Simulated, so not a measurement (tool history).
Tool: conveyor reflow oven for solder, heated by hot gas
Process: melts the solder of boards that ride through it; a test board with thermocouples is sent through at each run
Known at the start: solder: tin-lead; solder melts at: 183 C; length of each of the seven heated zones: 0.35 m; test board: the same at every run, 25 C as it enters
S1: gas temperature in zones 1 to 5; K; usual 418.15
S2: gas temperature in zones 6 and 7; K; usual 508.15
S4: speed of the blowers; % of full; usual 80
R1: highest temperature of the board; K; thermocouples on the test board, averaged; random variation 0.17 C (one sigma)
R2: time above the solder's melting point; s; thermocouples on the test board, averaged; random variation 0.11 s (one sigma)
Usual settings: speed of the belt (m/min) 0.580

{"run": 1, "hour": 0.0, "S1": 418.15, "S2": 508.15, "speed of the belt (m/min)": 0.58, "S4": 80, "R1": 494.65, "R2": 59.9}
{"run": 2, "hour": 5.4, "S1": 418.15, "S2": 508.15, "speed of the belt (m/min)": 0.58, "S4": 80, "R1": 494.35, "R2": 59.9}
{"run": 3, "hour": 17.3, "S1": 418.15, "S2": 508.15, "speed of the belt (m/min)": 0.58, "S4": 80, "R1": 494.95, "R2": 59.8}
{"run": 4, "hour": 28.7, "S1": 418.15, "S2": 508.15, "speed of the belt (m/min)": 0.58, "S4": 80, "R1": 494.85, "R2": 59.7}
{"run": 5, "hour": 40.0, "S1": 418.15, "S2": 508.15, "speed of the belt (m/min)": 0.58, "S4": 80, "R1": 494.45, "R2": 59.7}
{"run": 6, "hour": 51.2, "S1": 418.15, "S2": 508.15, "speed of the belt (m/min)": 0.492, "S4": 80, "R1": 498.75, "R2": 74.0}
{"run": 7, "hour": 61.8, "S1": 418.15, "S2": 521.15, "speed of the belt (m/min)": 0.58, "S4": 80, "R1": 506.15, "R2": 66.2}
{"run": 8, "hour": 69.8, "S1": 414.15, "S2": 508.15, "speed of the belt (m/min)": 0.58, "S4": 80, "R1": 493.95, "R2": 58.1}
{"hour": 78.6, "done": "flux residue cleaned out of gas plates and filters"}
{"run": 9, "hour": 82.7, "S1": 414.15, "S2": 508.15, "speed of the belt (m/min)": 0.58, "S4": 80, "R1": 494.25, "R2": 58.2}
{"run": 10, "hour": 89.9, "S1": 414.15, "S2": 508.15, "speed of the belt (m/min)": 0.58, "S4": 80, "R1": 493.95, "R2": 58.1}
{"run": 11, "hour": 95.4, "S1": 414.15, "S2": 508.15, "speed of the belt (m/min)": 0.58, "S4": 80, "R1": 494.15, "R2": 58.2}
{"run": 12, "hour": 102.1, "S1": 414.15, "S2": 508.15, "speed of the belt (m/min)": 0.58, "S4": 80, "R1": 494.15, "R2": 58.2}

Forecast run 13:
{"run": 13, "hour": 110.5, "S1": 414.15, "S2": 508.15, "speed of the belt (m/min)": 0.58, "S4": 80, "R1": "?", "R2": "?"}

R1: 493.95 K
R2: 58.1 s
Without the tool's hidden state the same run would have given R1 493.95 K, R2 58.1 s.
